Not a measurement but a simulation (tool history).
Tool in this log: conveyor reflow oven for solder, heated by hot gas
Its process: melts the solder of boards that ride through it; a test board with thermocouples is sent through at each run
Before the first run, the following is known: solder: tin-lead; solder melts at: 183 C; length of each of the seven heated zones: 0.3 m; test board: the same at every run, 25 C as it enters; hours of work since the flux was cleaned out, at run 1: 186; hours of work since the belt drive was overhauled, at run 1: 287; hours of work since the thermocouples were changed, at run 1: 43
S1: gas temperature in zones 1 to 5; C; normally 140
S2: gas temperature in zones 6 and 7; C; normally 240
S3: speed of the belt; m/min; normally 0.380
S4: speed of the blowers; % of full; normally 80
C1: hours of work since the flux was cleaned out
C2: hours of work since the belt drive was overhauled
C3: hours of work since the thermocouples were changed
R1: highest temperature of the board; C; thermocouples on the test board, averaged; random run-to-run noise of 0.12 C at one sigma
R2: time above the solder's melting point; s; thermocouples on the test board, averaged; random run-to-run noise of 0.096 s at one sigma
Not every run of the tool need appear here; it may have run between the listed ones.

{"run": 1, "hour": 0.0, "S1": 140, "S2": 240, "S3": 0.38, "S4": 80, "C1": 186, "C2": 287, "C3": 43, "R1": 226.7, "R2": 80.98}
{"hour": 17.7, "done": "flux residue cleaned out of gas plates and filters"}
{"run": 2, "hour": 22.8, "S1": 140, "S2": 240, "S3": 0.38, "S4": 80, "C1": 2, "C2": 296, "C3": 52, "R1": 227.6, "R2": 81.74}
{"run": 3, "hour": 47.0, "S1": 140, "S2": 240, "S3": 0.38, "S4": 80, "C1": 14, "C2": 308, "C3": 64, "R1": 227.4, "R2": 81.61}
{"run": 4, "hour": 61.2, "S1": 140, "S2": 240, "S3": 0.38, "S4": 80, "C1": 21, "C2": 315, "C3": 71, "R1": 227.4, "R2": 81.7}
{"run": 5, "hour": 85.4, "S1": 140, "S2": 240, "S3": 0.38, "S4": 80, "C1": 33, "C2": 326, "C3": 82, "R1": 227.5, "R2": 81.58}
{"run": 6, "hour": 107.4, "S1": 140, "S2": 232, "S3": 0.38, "S4": 80, "C1": 43, "C2": 337, "C3": 93, "R1": 219.8, "R2": 76.02}
{"run": 7, "hour": 133.2, "S1": 138, "S2": 232, "S3": 0.38, "S4": 80, "C1": 56, "C2": 349, "C3": 105, "R1": 219.8, "R2": 75.2}
{"run": 8, "hour": 158.7, "S1": 138, "S2": 232, "S3": 0.38, "S4": 80, "C1": 68, "C2": 362, "C3": 118, "R1": 219.6, "R2": 75.23}
{"run": 9, "hour": 174.0, "S1": 138, "S2": 232, "S3": 0.38, "S4": 80, "C1": 76, "C2": 369, "C3": 125, "R1": 219.5, "R2": 75.17}
{"run": 10, "hour": 195.8, "S1": 140, "S2": 231, "S3": 0.38, "S4": 80, "C1": 86, "C2": 380, "C3": 136, "R1": 219.0, "R2": 75.31}
{"run": 11, "hour": 217.8, "S1": 140, "S2": 231, "S3": 0.428, "S4": 80, "C1": 97, "C2": 390, "C3": 146, "R1": 215.8, "R2": 63.35}
{"hour": 224.0, "done": "belt drive overhauled, speed set with a stopwatch"}
{"run": 12, "hour": 240.5, "S1": 140, "S2": 240, "S3": 0.421, "S4": 80, "C1": 106, "C2": 8, "C3": 155, "R1": 224.1, "R2": 71.83}
{"run": 13, "hour": 265.0, "S1": 140, "S2": 240, "S3": 0.421, "S4": 80, "C1": 118, "C2": 20, "C3": 167, "R1": 224.2, "R2": 71.89}
{"run": 14, "hour": 289.2, "S1": 140, "S2": 240, "S3": 0.421, "S4": 80, "C1": 129, "C2": 32, "C3": 179, "R1": 224.3, "R2": 71.78}
{"run": 15, "hour": 303.3, "S1": 140, "S2": 240, "S3": 0.38, "S4": 80, "C1": 136, "C2": 38, "C3": 186, "R1": 227.1, "R2": 82.03}
{"hour": 329.3, "done": "belt drive overhauled, speed set with a stopwatch, once more"}
{"run": 16, "hour": 338.0, "S1": 140, "S2": 240, "S3": 0.38, "S4": 80, "C1": 151, "C2": 4, "C3": 201, "R1": 226.4, "R2": 80.43}
{"run": 17, "hour": 357.0, "S1": 140, "S2": 240, "S3": 0.381, "S4": 80, "C1": 160, "C2": 13, "C3": 210, "R1": 226.2, "R2": 80.13}
{"run": 18, "hour": 386.4, "S1": 140, "S2": 240, "S3": 0.34, "S4": 85, "C1": 174, "C2": 28, "C3": 224, "R1": 230.0, "R2": 93.15}
{"run": 19, "hour": 404.0, "S1": 136, "S2": 240, "S3": 0.38, "S4": 80, "C1": 183, "C2": 36, "C3": 232, "R1": 225.9, "R2": 78.3}
{"hour": 428.9, "done": "flux residue cleaned out of gas plates and filters"}
{"run": 20, "hour": 436.2, "S1": 142, "S2": 240, "S3": 0.415, "S4": 51, "C1": 4, "C2": 49, "C3": 246, "R1": 217.5, "R2": 66.0}
{"run": 21, "hour": 459.2, "S1": 142, "S2": 240, "S3": 0.415, "S4": 51, "C1": 15, "C2": 60, "C3": 257, "R1": 217.5, "R2": 65.87}
{"run": 22, "hour": 473.1, "S1": 142, "S2": 242, "S3": 0.415, "S4": 63, "C1": 21, "C2": 67, "C3": 263, "R1": 222.8, "R2": 70.94}
{"run": 23, "hour": 493.3, "S1": 142, "S2": 242, "S3": 0.415, "S4": 63, "C1": 31, "C2": 77, "C3": 273, "R1": 222.8, "R2": 71.08}
{"run": 24, "hour": 513.7, "S1": 140, "S2": 240, "S3": 0.412, "S4": 51, "C1": 41, "C2": 87, "C3": 283, "R1": 217.2, "R2": 65.45}
{"run": 25, "hour": 542.4, "S1": 146, "S2": 231, "S3": 0.412, "S4": 51, "C1": 55, "C2": 101, "C3": 297, "R1": 211.0, "R2": 61.92}
{"run": 26, "hour": 557.8, "S1": 146, "S2": 231, "S3": 0.335, "S4": 87, "C1": 62, "C2": 108, "C3": 304, "R1": 222.9, "R2": 92.82}
{"run": 27, "hour": 578.0, "S1": 129, "S2": 248, "S3": 0.434, "S4": 50, "C1": 72, "C2": 118, "C3": 314, "R1": 218.6, "R2": 58.96}
{"run": 28, "hour": 601.5, "S1": 140, "S2": 233, "S3": 0.38, "S4": 85, "C1": 83, "C2": 129, "C3": 325, "R1": 221.2, "R2": 76.77}
{"run": 29, "hour": 621.6, "S1": 136, "S2": 240, "S3": 0.38, "S4": 90, "C1": 93, "C2": 139, "C3": 335, "R1": 227.9, "R2": 80.21}

Some steps in R1 between neighbouring runs. How much of each would the tool show without its hidden state too (settings, what came in, random variation), and how much is left for the hidden state, with any gauge scatter that isn't in both results?
What the log doesn't record here: heat that the gas passes to the board, % of a clean oven's; belt's true speed, % of the reading; true gas temperature in zones 6 and 7 over the reading, C; drift of the gauge itself on peak_c, C; drift of the gauge itself on liquid_s, %.
Run 1 -> 2: flux residue cleaned out of gas plates and filters. R1 +0.9 C: hidden state +0.7, all else +0.2.
Run 19 -> 20: S1 136 -> 142, S3 0.380 -> 0.415, S4 80 -> 51, flux residue cleaned out of gas plates and filters. R1 -8.4 C: hidden state +0.8, all else -9.2.
Run 25 -> 26: S3 0.412 -> 0.335, S4 51 -> 87. R1 +11.9 C: hidden state -0.2, all else +12.1.

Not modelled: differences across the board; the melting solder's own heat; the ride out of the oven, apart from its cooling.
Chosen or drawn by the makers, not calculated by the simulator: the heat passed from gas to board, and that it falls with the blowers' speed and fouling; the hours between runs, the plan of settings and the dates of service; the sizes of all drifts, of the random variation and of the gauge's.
